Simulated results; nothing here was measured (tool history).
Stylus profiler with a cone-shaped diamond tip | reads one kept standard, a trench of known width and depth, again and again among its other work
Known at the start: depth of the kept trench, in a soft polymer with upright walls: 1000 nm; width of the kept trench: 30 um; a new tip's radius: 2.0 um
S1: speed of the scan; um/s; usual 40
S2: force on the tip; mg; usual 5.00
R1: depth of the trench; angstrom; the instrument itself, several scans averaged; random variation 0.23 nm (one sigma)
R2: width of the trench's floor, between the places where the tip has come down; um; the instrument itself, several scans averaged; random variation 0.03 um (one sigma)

run,hour,S1,S2,R1,R2
1,0.0,40,5.00,10167.3,26.33
2,57.8,40,1.80,10089.4,26.23
3,105.9,40,2.17,10098.5,26.26
4,213.7,40,2.17,10098.4,26.23
5,288.9,40,2.17,10098.6,26.30
6,402.2,40,5.00,10167.9,26.34
7,476.6,102,4.56,10157.9,26.06
8,575.5,102,4.56,10154.8,26.06
9,646.6,102,4.56,10158.4,26.09
10,717.1,36,7.43,10227.5,26.36
11,811.9,36,7.43,10224.4,26.44
# hour 838.1: new tip fitted, height scale calibrated
12,897.1,40,5.14,10172.9,26.40

4 ways to go on from here, each from the tool as it stands after run 12. What would each give?
A,998.4,25,14.69,?,?
B,998.4,20,3.26,?,?
C,998.4,11,4.69,?,?
D,998.4,68,1.87,?,?

run,R1,R2
A,10347.5,26.47
B,10128.6,26.47
C,10162.4,26.51
D,10082.0,26.08
Without the tool's hidden state the same runs would have given:
run,R1,R2
A,10347.5,26.47
B,10128.6,26.47
C,10162.4,26.51
D,10082.0,26.08
